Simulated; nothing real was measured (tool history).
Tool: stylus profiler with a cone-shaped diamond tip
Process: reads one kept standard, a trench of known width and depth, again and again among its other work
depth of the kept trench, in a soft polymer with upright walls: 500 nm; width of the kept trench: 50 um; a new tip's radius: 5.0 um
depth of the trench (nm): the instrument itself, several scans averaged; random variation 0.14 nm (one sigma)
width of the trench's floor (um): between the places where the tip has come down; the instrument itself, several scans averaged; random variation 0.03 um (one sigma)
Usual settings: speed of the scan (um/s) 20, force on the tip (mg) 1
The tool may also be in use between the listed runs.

run,hour,speed of the scan (um/s),force on the tip (mg),depth of the trench (nm),width of the trench's floor (um)
1,0,20,1,502.64,45.17
2,13.1,20,1,503.02,45.23
3,31.5,20,1,502.82,45.17
4,47.6,20,1,502.83,45.12
5,58.1,20,1,502.83,45.12
6,78.5,31,1,502.66,45.04
7,95.6,20,1,502.48,45.09
8,104.8,20,1,502.4,45.11
9,116.6,18,1,502.39,45.08
10,132.1,20,1,502.6,45.07
11,152.4,20,1,502.41,45.05
12,165.4,20,1,502.64,45.06
13,181.4,20,1,502.71,45.02
# hour 183.2: height scale calibrated on a step standard
14,197.2,6,0.79,501.69,45.14
15,211.8,8,1,502.15,45.08
16,222,8,1,502.02,45.05
17,233.9,14,1.78,503.52,45.02
18,244,10,0.63,501.27,45.03
# hour 257.8: height scale calibrated on a step standard, once more
19,264.4,10,0.63,502.48,45.04
20,273.7,16,2,505.13,45.01
21,291.6,59,1.61,504.64,44.81
22,301.8,59,1.61,504.45,44.81
23,315.5,59,1.61,504.43,44.83

Forecast each of these 4 alternatives for the next run:
A,331.4,37,1,?,?
B,331.4,16,0.51,?,?
C,331.4,7,0.66,?,?
D,331.4,24,0.74,?,?

run,depth of the trench (nm),width of the trench's floor (um)
A,503.67,44.83
B,502.15,44.88
C,502.41,44.98
D,502.71,44.91
Without the tool's hidden state the same runs would have given:
run,depth of the trench (nm),width of the trench's floor (um)
A,503.74,45.42
B,502.22,45.47
C,502.48,45.57
D,502.77,45.49
